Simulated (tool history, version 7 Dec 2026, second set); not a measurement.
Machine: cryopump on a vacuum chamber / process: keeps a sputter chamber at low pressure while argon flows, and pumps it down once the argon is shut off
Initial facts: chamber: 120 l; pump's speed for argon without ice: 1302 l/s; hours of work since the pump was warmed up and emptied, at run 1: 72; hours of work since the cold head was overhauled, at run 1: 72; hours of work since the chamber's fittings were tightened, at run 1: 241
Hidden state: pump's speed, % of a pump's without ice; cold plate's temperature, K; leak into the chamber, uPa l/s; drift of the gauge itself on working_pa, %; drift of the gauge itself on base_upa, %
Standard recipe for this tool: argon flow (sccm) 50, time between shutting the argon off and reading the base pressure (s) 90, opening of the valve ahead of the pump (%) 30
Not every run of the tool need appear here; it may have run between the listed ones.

run	hour	argon flow (sccm)	time between shutting the argon off and reading the base pressure (s)	opening of the valve ahead of the pump (%)	hours of work since the pump was warmed up and emptied	hours of work since the cold head was overhauled	hours of work since the chamber's fittings were tightened	pressure while argon flows (Pa)	pressure after the wait (uPa)
1	0.0	50	90	30	72	72	241	0.2183	1.21
2	22.5	50	90	30	88	88	257	0.2170	1.18
3	45.4	50	90	30	104	104	273	0.2187	1.18
4	65.1	50	90	30	117	117	287	0.2185	1.25
5	82.4	54	90	30	130	130	299	0.2338	1.25
6	100.4	50	50	30	142	142	312	0.2181	1.79
7	113.1	50	50	30	151	151	321	0.2187	1.83
8	123.9	50	90	30	159	159	328	0.2198	1.31
9	143.5	50	90	30	172	172	342	0.2184	1.24
10	167.7	50	90	30	189	189	359	0.2193	1.31
11	186.6	35	90	30	203	203	372	0.1540	1.30
12	199.3	35	90	30	212	212	381	0.1522	1.36
13	219.1	35	90	30	225	225	395	0.1533	1.37
14	245.5	35	90	30	244	244	414	0.1552	1.38
15	262.5	35	90	30	256	256	426	0.1523	1.37
16	278.2	38	90	30	267	267	437	0.1685	1.40
17	293.1	38	90	30	277	277	447	0.1686	1.41
18	318.3	50	105	48	295	295	465	0.1383	1.33
19	329.5	50	36	48	303	303	473	0.1388	2.46
20	353.1	27	245	17	319	319	489	0.2099	1.04
21	372.2	42	186	24	333	333	503	0.2305	1.10
22	390.2	96	151	19	345	345	515	0.6651	1.21
23	409.7	25	151	19	359	359	529	0.1727	1.27
24	431.2	55	106	41	374	374	544	0.1789	1.45
25	454.1	92	104	53	390	390	560	0.2334	1.46
26	467.0	92	80	53	399	399	569	0.2340	1.67
27	488.2	66	23	30	414	414	584	0.2937	3.59
28	514.3	98	78	21	433	433	602	0.6166	1.67
29	534.5	50	233	31	447	447	616	0.2147	1.18
30	549.9	45	196	56	458	458	627	0.1089	1.25
31	560.7	45	169	21	465	465	635	0.2841	1.34
32	581.1	64	52	29	479	479	649	0.2938	2.15
33	597.6	32	257	30	491	491	661	0.1419	1.21
34	611.8	32	257	19	501	501	671	0.2214	1.24

Pick out some run-to-run changes in pressure while argon flows (Pa). Of each, how much would a tool without hidden state show as well, from the settings, what came in and chance, and how much is left for the hidden state and any gauge scatter not in both results compared?
Run 21 -> 22: argon flow (sccm) 42 -> 96, time between shutting the argon off and reading the base pressure (s) 186 -> 151, opening of the valve ahead of the pump (%) 24 -> 19. pressure while argon flows (Pa) +0.4346: hidden state +0.0047, all else +0.4299.
Run 22 -> 23: argon flow (sccm) 96 -> 25. pressure while argon flows (Pa) -0.4924: hidden state -0.0059, all else -0.4865.
Run 28 -> 29: argon flow (sccm) 98 -> 50, time between shutting the argon off and reading the base pressure (s) 78 -> 233, opening of the valve ahead of the pump (%) 21 -> 31. pressure while argon flows (Pa) -0.4019: hidden state -0.0049, all else -0.3970.
